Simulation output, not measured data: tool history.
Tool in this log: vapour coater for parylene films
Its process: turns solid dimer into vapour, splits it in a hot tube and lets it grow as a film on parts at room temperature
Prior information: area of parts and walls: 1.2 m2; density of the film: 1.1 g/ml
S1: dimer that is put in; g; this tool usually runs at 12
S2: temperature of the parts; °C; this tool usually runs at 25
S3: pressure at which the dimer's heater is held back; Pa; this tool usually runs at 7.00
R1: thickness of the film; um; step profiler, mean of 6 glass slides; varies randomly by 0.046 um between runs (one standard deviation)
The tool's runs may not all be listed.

run,hour,S1,S2,S3,R1
1,0.0,12,25,7.00,5.26
2,15.3,12,25,7.00,5.34
3,36.8,12,25,6.88,5.30
4,56.0,12,25,6.88,5.28
5,77.8,12,25,6.88,5.32
6,92.0,12,25,6.88,5.28
7,108.7,12,25,7.00,5.25
8,131.8,12,25,7.00,5.19
9,143.4,12,25,7.00,5.30
10,163.5,12,24,7.00,5.39
11,178.0,12,24,7.00,5.39
12,194.3,12,24,7.00,5.32
13,219.0,12,24,7.00,5.34
14,237.2,12,35,7.00,4.16
15,252.5,12,25,7.00,5.27
16,267.9,12,25,7.00,5.21
17,281.3,12,25,7.00,5.15
18,293.8,12,25,7.00,5.18
19,309.6,12,25,7.00,5.13
20,331.5,12,25,7.00,5.17
21,345.6,12,25,7.00,5.24
22,364.4,12,25,7.00,5.18
23,378.4,12,25,7.00,5.11
24,390.6,12,25,7.00,5.09
25,417.3,12,33,4.05,4.76
26,443.6,10,17,5.11,5.42
27,466.7,10,17,5.11,5.43
28,490.4,10,17,5.11,5.37
29,514.0,10,17,5.11,5.39
30,536.1,8,22,3.77,4.01
31,561.0,11,20,9.57,4.94
32,586.3,7,20,3.98,3.71
33,604.8,7,20,3.98,3.71
34,629.7,12,37,4.24,4.37
35,641.4,12,37,10.87,3.57
36,659.6,10,18,3.22,5.63
37,685.2,10,18,3.22,5.63

For run 38, what comes out?
38,700.1,14,36,7.00,?

R1: 4.64 um
Were there no unlogged condition in the tool, this run, its random variation unchanged, would have produced R1 4.96 um.
